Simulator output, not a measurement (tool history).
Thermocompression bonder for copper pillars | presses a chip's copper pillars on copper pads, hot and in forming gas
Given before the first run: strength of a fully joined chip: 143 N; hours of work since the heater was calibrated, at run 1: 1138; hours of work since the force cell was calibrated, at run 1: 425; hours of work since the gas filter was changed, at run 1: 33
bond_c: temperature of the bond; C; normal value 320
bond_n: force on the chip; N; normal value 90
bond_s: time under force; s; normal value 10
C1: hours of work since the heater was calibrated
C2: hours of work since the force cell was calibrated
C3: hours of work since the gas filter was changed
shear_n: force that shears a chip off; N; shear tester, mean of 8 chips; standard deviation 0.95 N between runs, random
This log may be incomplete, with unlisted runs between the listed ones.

run 1 hour=0 | bond_c=320 bond_n=90 bond_s=10 | C1=1138 C2=425 C3=33 | shear_n=71.7
run 2 hour=17.1 | bond_c=320 bond_n=90 bond_s=10 | C1=1150 C2=437 C3=45 | shear_n=73.4
run 3 hour=31.7 | bond_c=320 bond_n=90 bond_s=10 | C1=1161 C2=448 C3=55 | shear_n=72.5
run 4 hour=46.9 | bond_c=320 bond_n=90 bond_s=10 | C1=1171 C2=458 C3=66 | shear_n=71.5
run 5 hour=56.6 | bond_c=320 bond_n=90 bond_s=10 | C1=1178 C2=465 C3=73 | shear_n=73.3
run 6 hour=68.7 | bond_c=320 bond_n=90 bond_s=10 | C1=1187 C2=474 C3=82 | shear_n=72.3
run 7 hour=84.4 | bond_c=320 bond_n=90 bond_s=10 | C1=1198 C2=485 C3=93 | shear_n=71.1
run 8 hour=99.6 | bond_c=320 bond_n=90 bond_s=10 | C1=1209 C2=496 C3=103 | shear_n=71.2
run 9 hour=113.5 | bond_c=320 bond_n=90 bond_s=10 | C1=1219 C2=506 C3=113 | shear_n=69.8
run 10 hour=130.5 | bond_c=320 bond_n=90 bond_s=10 | C1=1231 C2=518 C3=125 | shear_n=69.6
run 11 hour=149.6 | bond_c=320 bond_n=90 bond_s=17 | C1=1244 C2=531 C3=139 | shear_n=81.9
run 12 hour=160.1 | bond_c=320 bond_n=90 bond_s=17 | C1=1252 C2=539 C3=146 | shear_n=80.8
-- hour=169.3 heater calibrated with a thermocouple chip
run 13 hour=171.5 | bond_c=311 bond_n=90 bond_s=17 | C1=2 C2=545 C3=153 | shear_n=81.8
run 14 hour=188.9 | bond_c=311 bond_n=90 bond_s=17 | C1=14 C2=558 C3=165 | shear_n=82
run 15 hour=209.4 | bond_c=311 bond_n=90 bond_s=17 | C1=28 C2=572 C3=180 | shear_n=82.3
run 16 hour=221.2 | bond_c=320 bond_n=90 bond_s=10 | C1=37 C2=581 C3=188 | shear_n=73.1
run 17 hour=240.5 | bond_c=320 bond_n=90 bond_s=6 | C1=50 C2=594 C3=202 | shear_n=59.8
run 18 hour=253.2 | bond_c=320 bond_n=90 bond_s=6 | C1=59 C2=603 C3=211 | shear_n=60.5
run 19 hour=275.3 | bond_c=320 bond_n=90 bond_s=20 | C1=75 C2=619 C3=226 | shear_n=85.3
-- hour=281.5 forming gas filter changed
run 20 hour=292.6 | bond_c=320 bond_n=90 bond_s=20 | C1=87 C2=631 C3=8 | shear_n=97.2
run 21 hour=305.7 | bond_c=320 bond_n=90 bond_s=20 | C1=96 C2=640 C3=17 | shear_n=96.8
run 22 hour=319.5 | bond_c=344 bond_n=55 bond_s=18 | C1=106 C2=650 C3=27 | shear_n=80.7
run 23 hour=335.1 | bond_c=343 bond_n=55 bond_s=7 | C1=117 C2=661 C3=38 | shear_n=56.9
run 24 hour=356 | bond_c=293 bond_n=100 bond_s=15 | C1=132 C2=676 C3=53 | shear_n=77.1
run 25 hour=366.7 | bond_c=309 bond_n=95 bond_s=15 | C1=139 C2=683 C3=60 | shear_n=84.7
run 26 hour=376.5 | bond_c=320 bond_n=115 bond_s=10 | C1=146 C2=690 C3=67 | shear_n=88.3
run 27 hour=391.8 | bond_c=333 bond_n=105 bond_s=5 | C1=157 C2=701 C3=78 | shear_n=72.8
run 28 hour=404.5 | bond_c=313 bond_n=71 bond_s=29 | C1=166 C2=710 C3=87 | shear_n=87.8
run 29 hour=414.1 | bond_c=317 bond_n=91 bond_s=29 | C1=173 C2=717 C3=94 | shear_n=99.5
run 30 hour=430.3 | bond_c=303 bond_n=78 bond_s=10 | C1=185 C2=728 C3=105 | shear_n=60.4
run 31 hour=451.4 | bond_c=320 bond_n=90 bond_s=25 | C1=200 C2=743 C3=120 | shear_n=94.6
run 32 hour=464.1 | bond_c=337 bond_n=65 bond_s=19 | C1=208 C2=752 C3=129 | shear_n=82.9
run 33 hour=477.6 | bond_c=313 bond_n=83 bond_s=10 | C1=218 C2=762 C3=139 | shear_n=67.4
run 34 hour=492.6 | bond_c=320 bond_n=64 bond_s=17 | C1=229 C2=772 C3=150 | shear_n=71.4
run 35 hour=508.4 | bond_c=320 bond_n=101 bond_s=20 | C1=240 C2=784 C3=161 | shear_n=96.1
run 36 hour=517.9 | bond_c=347 bond_n=90 bond_s=21 | C1=247 C2=790 C3=167 | shear_n=100.4
run 37 hour=533.9 | bond_c=310 bond_n=90 bond_s=20 | C1=258 C2=802 C3=179 | shear_n=81.4
run 38 hour=545.9 | bond_c=320 bond_n=90 bond_s=11 | C1=266 C2=810 C3=187 | shear_n=73.8
run 39 hour=562.3 | bond_c=341 bond_n=76 bond_s=15 | C1=278 C2=822 C3=199 | shear_n=84.3
run 40 hour=572.1 | bond_c=320 bond_n=101 bond_s=16 | C1=285 C2=829 C3=206 | shear_n=85.1
run 41 hour=585.2 | bond_c=320 bond_n=90 bond_s=9 | C1=294 C2=838 C3=215 | shear_n=67

Here are 3 independent what-if runs from the current tool condition. What would each one return?
run A hour=605.7 | bond_c=299 bond_n=67 bond_s=10 | C1=309 C2=853 C3=230 | shear_n=?
run B hour=605.7 | bond_c=299 bond_n=56 bond_s=15 | C1=309 C2=853 C3=230 | shear_n=?
run C hour=605.7 | bond_c=303 bond_n=87 bond_s=12 | C1=309 C2=853 C3=230 | shear_n=?

run=A shear_n=48.2
run=B shear_n=48.3
run=C shear_n=63.3
Without the tool's unlogged condition, the same runs would have read:
run=A shear_n=56.2
run=B shear_n=56.3
run=C shear_n=73.3

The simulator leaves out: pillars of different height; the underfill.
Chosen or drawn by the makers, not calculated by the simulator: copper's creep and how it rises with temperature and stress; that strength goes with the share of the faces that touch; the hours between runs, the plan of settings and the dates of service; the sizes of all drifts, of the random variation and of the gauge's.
